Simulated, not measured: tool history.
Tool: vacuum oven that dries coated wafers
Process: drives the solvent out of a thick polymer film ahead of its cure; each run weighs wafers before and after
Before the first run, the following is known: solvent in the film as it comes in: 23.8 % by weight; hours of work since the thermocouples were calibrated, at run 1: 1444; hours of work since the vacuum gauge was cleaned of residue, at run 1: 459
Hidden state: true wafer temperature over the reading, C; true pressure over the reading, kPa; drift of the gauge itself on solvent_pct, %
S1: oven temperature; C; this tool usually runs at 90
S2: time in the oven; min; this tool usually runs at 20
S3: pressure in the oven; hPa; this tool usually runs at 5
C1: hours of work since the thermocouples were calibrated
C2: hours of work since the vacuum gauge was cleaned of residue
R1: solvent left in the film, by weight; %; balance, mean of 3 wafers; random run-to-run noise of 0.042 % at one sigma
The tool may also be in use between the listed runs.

{"run": 1, "day": 0.0, "S1": 90, "S2": 20, "S3": 5, "C1": 1444, "C2": 459, "R1": 1.36}
{"run": 2, "day": 2.583, "S1": 90, "S2": 20, "S3": 5, "C1": 1490, "C2": 505, "R1": 1.49}
{"day": 3.142, "done": "oven's thermocouples calibrated"}
{"run": 3, "day": 5.35, "S1": 90, "S2": 20, "S3": 5, "C1": 39, "C2": 552, "R1": 1.13}
{"run": 4, "day": 8.279, "S1": 90, "S2": 20, "S3": 5, "C1": 91, "C2": 604, "R1": 1.17}
{"run": 5, "day": 12.208, "S1": 90, "S2": 20, "S3": 5, "C1": 161, "C2": 674, "R1": 1.23}
{"run": 6, "day": 15.392, "S1": 90, "S2": 20, "S3": 5, "C1": 218, "C2": 731, "R1": 1.2}
{"run": 7, "day": 18.862, "S1": 92, "S2": 20, "S3": 5, "C1": 279, "C2": 793, "R1": 0.99}
{"run": 8, "day": 21.546, "S1": 92, "S2": 20, "S3": 5, "C1": 327, "C2": 840, "R1": 0.94}
{"run": 9, "day": 24.438, "S1": 92, "S2": 20, "S3": 5, "C1": 379, "C2": 892, "R1": 0.88}
{"run": 10, "day": 27.821, "S1": 92, "S2": 20, "S3": 5, "C1": 439, "C2": 952, "R1": 1.01}
{"run": 11, "day": 29.908, "S1": 90, "S2": 16, "S3": 5, "C1": 476, "C2": 989, "R1": 2.06}
{"run": 12, "day": 33.112, "S1": 90, "S2": 16, "S3": 9.44, "C1": 533, "C2": 1046, "R1": 2.22}
{"run": 13, "day": 36.292, "S1": 90, "S2": 12, "S3": 5, "C1": 589, "C2": 1102, "R1": 3.58}
{"run": 14, "day": 38.254, "S1": 100, "S2": 12, "S3": 5, "C1": 624, "C2": 1137, "R1": 1.17}
{"run": 15, "day": 41.583, "S1": 90, "S2": 33, "S3": 5, "C1": 683, "C2": 1196, "R1": 0.57}
{"run": 16, "day": 44.475, "S1": 90, "S2": 33, "S3": 5, "C1": 735, "C2": 1248, "R1": 0.53}
{"run": 17, "day": 46.146, "S1": 90, "S2": 33, "S3": 5, "C1": 764, "C2": 1277, "R1": 0.54}
{"run": 18, "day": 48.458, "S1": 90, "S2": 10, "S3": 5, "C1": 806, "C2": 1319, "R1": 4.78}
{"run": 19, "day": 51.596, "S1": 90, "S2": 20, "S3": 4.72, "C1": 861, "C2": 1374, "R1": 1.39}
{"run": 20, "day": 55.333, "S1": 90, "S2": 20, "S3": 4.72, "C1": 928, "C2": 1441, "R1": 1.48}
{"day": 55.729, "done": "vacuum gauge cleaned of residue and calibrated"}
{"run": 21, "day": 58.167, "S1": 90, "S2": 20, "S3": 4.72, "C1": 977, "C2": 43, "R1": 1.6}
{"run": 22, "day": 61.15, "S1": 90, "S2": 20, "S3": 5, "C1": 1030, "C2": 96, "R1": 1.75}
{"run": 23, "day": 62.971, "S1": 90, "S2": 20, "S3": 5, "C1": 1062, "C2": 129, "R1": 1.7}
{"run": 24, "day": 66.979, "S1": 90, "S2": 20, "S3": 19.57, "C1": 1134, "C2": 200, "R1": 2.35}
{"run": 25, "day": 69.967, "S1": 90, "S2": 20, "S3": 19.57, "C1": 1187, "C2": 253, "R1": 2.26}
{"run": 26, "day": 72.1, "S1": 101, "S2": 20, "S3": 18.56, "C1": 1225, "C2": 291, "R1": 0.95}
{"run": 27, "day": 74.971, "S1": 100, "S2": 14, "S3": 4.1, "C1": 1276, "C2": 342, "R1": 1.05}
{"day": 75.654, "done": "vacuum gauge cleaned of residue and calibrated, once more"}
{"run": 28, "day": 77.188, "S1": 100, "S2": 14, "S3": 3.6, "C1": 1314, "C2": 27, "R1": 0.82}
{"run": 29, "day": 80.717, "S1": 100, "S2": 14, "S3": 3.6, "C1": 1377, "C2": 90, "R1": 0.86}
{"run": 30, "day": 82.55, "S1": 83, "S2": 33, "S3": 3.05, "C1": 1409, "C2": 123, "R1": 1}
{"run": 31, "day": 85.683, "S1": 84, "S2": 20, "S3": 3.42, "C1": 1465, "C2": 178, "R1": 2.84}
{"day": 87.708, "done": "oven's thermocouples calibrated"}
{"run": 32, "day": 87.708, "S1": 87, "S2": 32, "S3": 18.74, "C1": 0, "C2": 213, "R1": 1}
{"run": 33, "day": 89.633, "S1": 92, "S2": 12, "S3": 2.6, "C1": 34, "C2": 247, "R1": 2.31}
{"run": 34, "day": 92.533, "S1": 92, "S2": 12, "S3": 2.6, "C1": 86, "C2": 299, "R1": 2.29}
{"run": 35, "day": 96.354, "S1": 76, "S2": 15, "S3": 3.51, "C1": 154, "C2": 367, "R1": 6.58}
{"run": 36, "day": 98.967, "S1": 76, "S2": 15, "S3": 3.51, "C1": 200, "C2": 413, "R1": 6.5}
{"run": 37, "day": 101.767, "S1": 85, "S2": 11, "S3": 7.23, "C1": 250, "C2": 463, "R1": 5.31}
{"run": 38, "day": 104.321, "S1": 85, "S2": 11, "S3": 7.23, "C1": 295, "C2": 508, "R1": 5.44}
{"run": 39, "day": 106.962, "S1": 80, "S2": 20, "S3": 5, "C1": 342, "C2": 555, "R1": 3.35}
{"run": 40, "day": 110.954, "S1": 80, "S2": 28, "S3": 5, "C1": 413, "C2": 626, "R1": 1.95}
{"run": 41, "day": 114.071, "S1": 80, "S2": 28, "S3": 5, "C1": 469, "C2": 681, "R1": 1.93}
{"run": 42, "day": 117.071, "S1": 88, "S2": 26, "S3": 16.19, "C1": 522, "C2": 735, "R1": 1.2}
{"run": 43, "day": 119.067, "S1": 88, "S2": 26, "S3": 16.19, "C1": 557, "C2": 770, "R1": 1.3}
{"run": 44, "day": 120.992, "S1": 92, "S2": 26, "S3": 4.76, "C1": 592, "C2": 804, "R1": 0.5}
{"run": 45, "day": 123.771, "S1": 90, "S2": 31, "S3": 2.52, "C1": 641, "C2": 854, "R1": 0.32}
{"run": 46, "day": 126.333, "S1": 91, "S2": 17, "S3": 18.59, "C1": 687, "C2": 899, "R1": 1.98}
{"run": 47, "day": 129.8, "S1": 103, "S2": 33, "S3": 4.3, "C1": 748, "C2": 961, "R1": 0.2}
{"run": 48, "day": 133.833, "S1": 103, "S2": 10, "S3": 4.3, "C1": 820, "C2": 1033, "R1": 1.21}

Pick out some run-to-run changes in R1. Of each, how much would a tool without hidden state show as well, from the settings, what came in and chance, and how much is left for the hidden state and any gauge scatter not in both results compared?
Run 17 -> 18: S2 33 -> 10. R1 +4.24 %: hidden state +0.5, all else +3.74.
Run 18 -> 19: S2 10 -> 20, S3 5 -> 4.72. R1 -3.39 %: hidden state -0.29, all else -3.1.
Run 25 -> 26: S1 90 -> 101, S3 19.57 -> 18.56. R1 -1.31 %: hidden state -0.43, all else -0.88.
Run 31 -> 32: S1 84 -> 87, S2 20 -> 32, S3 3.42 -> 18.74, oven's thermocouples calibrated. R1 -1.84 %: hidden state -0.78, all else -1.06.
Run 34 -> 35: S1 92 -> 76, S2 12 -> 15, S3 2.6 -> 3.51. R1 +4.29 %: hidden state +0.04, all else +4.25.

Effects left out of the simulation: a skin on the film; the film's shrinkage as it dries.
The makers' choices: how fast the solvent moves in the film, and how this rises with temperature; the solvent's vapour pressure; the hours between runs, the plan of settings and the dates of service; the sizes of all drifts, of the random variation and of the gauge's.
